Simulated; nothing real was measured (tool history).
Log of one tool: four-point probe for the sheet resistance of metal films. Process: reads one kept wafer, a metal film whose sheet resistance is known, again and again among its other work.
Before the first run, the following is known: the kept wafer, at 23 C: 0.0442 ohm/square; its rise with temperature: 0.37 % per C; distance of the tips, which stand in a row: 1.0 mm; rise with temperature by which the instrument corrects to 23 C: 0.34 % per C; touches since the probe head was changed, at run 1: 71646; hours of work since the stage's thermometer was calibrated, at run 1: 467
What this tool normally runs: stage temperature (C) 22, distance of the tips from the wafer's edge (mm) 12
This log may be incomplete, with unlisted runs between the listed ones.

run	hour	stage temperature (C)	distance of the tips from the wafer's edge (mm)	touches since the probe head was changed	hours of work since the stage's thermometer was calibrated	sheet resistance as the instrument gives it (ohm/square)
1	0.0	22	12	71646	467	0.043756
2	16.6	22	12	72226	475	0.043769
3	36.0	22	6	72906	485	0.044233
4	60.9	22	66	73777	497	0.043577
5	71.9	22	12	74162	503	0.043740
6	88.4	22	12	74738	511	0.043744
# hour 104.1: new probe head fitted
7	106.0	32	12	65	519	0.044524
8	132.3	32	7	988	532	0.044828
9	151.8	32	7	1668	542	0.044825
10	166.1	32	7	2170	549	0.044825
11	183.6	32	7	2780	558	0.044818
12	204.9	22	12	3524	568	0.044370
13	217.4	19	15	3961	575	0.044256
14	243.2	29	3	4866	587	0.046765
15	268.4	29	3	5746	600	0.046777
16	280.9	18	5	6183	606	0.045059
17	304.6	23	32	7012	618	0.044218
18	326.6	33	9	7783	629	0.044603
19	353.2	18	12	8711	642	0.044260
20	378.7	19	19	9605	655	0.044186
21	391.6	19	19	10055	661	0.044177
22	407.9	26	28	10625	669	0.044232
23	426.8	26	28	11287	679	0.044219
24	440.0	19	12	11750	685	0.044274

4 ways to go on from here, each from the tool as it stands after run 24. What would each give?
A	459.4	18	12	12428	695	?
B	459.4	35	10	12428	695	?
C	459.4	20	43	12428	695	?
D	459.4	33	34	12428	695	?

run	sheet resistance as the instrument gives it (ohm/square)
A	0.044249
B	0.044536
C	0.044109
D	0.044296
With the hidden condition removed and each run's random variation left untouched, the same runs would have given:
run	sheet resistance as the instrument gives it (ohm/square)
A	0.044304
B	0.044593
C	0.044164
D	0.044353
